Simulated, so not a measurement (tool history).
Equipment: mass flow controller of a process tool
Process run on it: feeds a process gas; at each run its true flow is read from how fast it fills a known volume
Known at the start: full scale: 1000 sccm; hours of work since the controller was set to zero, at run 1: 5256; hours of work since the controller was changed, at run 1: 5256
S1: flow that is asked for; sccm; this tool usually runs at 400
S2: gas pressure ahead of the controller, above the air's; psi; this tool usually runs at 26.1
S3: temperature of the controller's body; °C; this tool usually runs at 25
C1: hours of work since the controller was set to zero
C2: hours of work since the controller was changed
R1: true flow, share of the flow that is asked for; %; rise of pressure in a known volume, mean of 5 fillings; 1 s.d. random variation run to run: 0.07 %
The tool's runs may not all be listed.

run 1 hour=0 | S1=400 S2=26.1 S3=25 | C1=5256 C2=5256 | R1=98.34
run 2 hour=98.4 | S1=400 S2=26.1 S3=25 | C1=5305 C2=5305 | R1=98.33
run 3 hour=184.2 | S1=400 S2=26.1 S3=25 | C1=5347 C2=5347 | R1=98.25
run 4 hour=323.4 | S1=400 S2=26.1 S3=25 | C1=5416 C2=5416 | R1=98.19
run 5 hour=409.3 | S1=400 S2=26.1 S3=25 | C1=5459 C2=5459 | R1=98.31
run 6 hour=504.5 | S1=400 S2=26.1 S3=25 | C1=5506 C2=5506 | R1=98.38
-- hour=541 controller exchanged for a calibrated one
run 7 hour=605.1 | S1=400 S2=26.1 S3=25 | C1=32 C2=32 | R1=98.21
run 8 hour=739.2 | S1=171 S2=26.1 S3=25 | C1=99 C2=99 | R1=97.7
run 9 hour=850.7 | S1=171 S2=26.1 S3=25 | C1=154 C2=154 | R1=97.6
run 10 hour=981.2 | S1=171 S2=26.1 S3=25 | C1=219 C2=219 | R1=97.45
run 11 hour=1046.3 | S1=171 S2=26.1 S3=25 | C1=251 C2=251 | R1=97.81
run 12 hour=1192 | S1=171 S2=26.1 S3=25 | C1=324 C2=324 | R1=97.67
run 13 hour=1297 | S1=400 S2=24.8 S3=25 | C1=376 C2=376 | R1=98.4
run 14 hour=1363.5 | S1=400 S2=31.8 S3=25 | C1=409 C2=409 | R1=98.52
run 15 hour=1478.4 | S1=400 S2=31.8 S3=25 | C1=466 C2=466 | R1=98.65
run 16 hour=1589.8 | S1=400 S2=39.6 S3=25 | C1=521 C2=521 | R1=98.84
run 17 hour=1674.8 | S1=400 S2=26.1 S3=23 | C1=564 C2=564 | R1=98.53
run 18 hour=1740.7 | S1=400 S2=26.1 S3=23 | C1=597 C2=597 | R1=98.45
run 19 hour=1804.3 | S1=400 S2=26.1 S3=23 | C1=628 C2=628 | R1=98.65
run 20 hour=1904 | S1=400 S2=26.1 S3=23 | C1=678 C2=678 | R1=98.51
run 21 hour=2041.9 | S1=400 S2=26.1 S3=25 | C1=746 C2=746 | R1=98.23
run 22 hour=2138.8 | S1=400 S2=26.1 S3=25 | C1=794 C2=794 | R1=98.13
run 23 hour=2208.2 | S1=400 S2=26.1 S3=25 | C1=829 C2=829 | R1=98.38
run 24 hour=2337.2 | S1=400 S2=26.1 S3=25 | C1=893 C2=893 | R1=98.32
run 25 hour=2426.1 | S1=306 S2=39.5 S3=28 | C1=937 C2=937 | R1=98.26
run 26 hour=2493.4 | S1=217 S2=31 S3=25 | C1=971 C2=971 | R1=98
run 27 hour=2554.5 | S1=217 S2=31 S3=25 | C1=1001 C2=1001 | R1=97.95
run 28 hour=2628.8 | S1=976 S2=20.5 S3=25 | C1=1038 C2=1038 | R1=99.5
run 29 hour=2733 | S1=976 S2=20.5 S3=25 | C1=1090 C2=1090 | R1=99.61
run 30 hour=2838.5 | S1=976 S2=20.5 S3=25 | C1=1142 C2=1142 | R1=99.5
run 31 hour=2912.4 | S1=976 S2=20.5 S3=25 | C1=1179 C2=1179 | R1=99.65
run 32 hour=3008 | S1=843 S2=38.7 S3=38 | C1=1227 C2=1227 | R1=98.42
run 33 hour=3106.5 | S1=843 S2=38.7 S3=38 | C1=1276 C2=1276 | R1=98.43
run 34 hour=3215.1 | S1=843 S2=40 S3=38 | C1=1330 C2=1330 | R1=98.61
run 35 hour=3295.8 | S1=843 S2=40 S3=38 | C1=1370 C2=1370 | R1=98.48
run 36 hour=3424.3 | S1=118 S2=36.3 S3=38 | C1=1434 C2=1434 | R1=96.37
run 37 hour=3535.8 | S1=118 S2=36.3 S3=38 | C1=1489 C2=1489 | R1=96.48
run 38 hour=3650 | S1=118 S2=36.3 S3=38 | C1=1546 C2=1546 | R1=96.46
run 39 hour=3746.1 | S1=852 S2=39.2 S3=26 | C1=1594 C2=1594 | R1=99.9
run 40 hour=3865.2 | S1=119 S2=39.2 S3=26 | C1=1653 C2=1653 | R1=97.97
run 41 hour=3931.2 | S1=400 S2=37.6 S3=34 | C1=1686 C2=1686 | R1=97.72
run 42 hour=4030.5 | S1=118 S2=26.1 S3=25 | C1=1735 C2=1735 | R1=97.51
run 43 hour=4106.6 | S1=118 S2=26.1 S3=25 | C1=1773 C2=1773 | R1=97.52
run 44 hour=4167 | S1=221 S2=26.1 S3=38 | C1=1803 C2=1803 | R1=96.17
run 45 hour=4295.8 | S1=221 S2=26.1 S3=38 | C1=1867 C2=1867 | R1=96.33
run 46 hour=4439.5 | S1=221 S2=26.1 S3=38 | C1=1938 C2=1938 | R1=96.34
run 47 hour=4523 | S1=221 S2=26.1 S3=38 | C1=1980 C2=1980 | R1=96.4
run 48 hour=4609 | S1=842 S2=38.6 S3=25 | C1=2023 C2=2023 | R1=100.08

How the hidden state differs across the entries between the runs, from the last listed run before each to the first after it:
From run 6 to run 7: controller exchanged for a calibrated one (hour 541)
  flow at rest that the sensor doesn't see, % of full scale: 0.005 -> 0; true flow over the shown one, %: 0.01 -> 0

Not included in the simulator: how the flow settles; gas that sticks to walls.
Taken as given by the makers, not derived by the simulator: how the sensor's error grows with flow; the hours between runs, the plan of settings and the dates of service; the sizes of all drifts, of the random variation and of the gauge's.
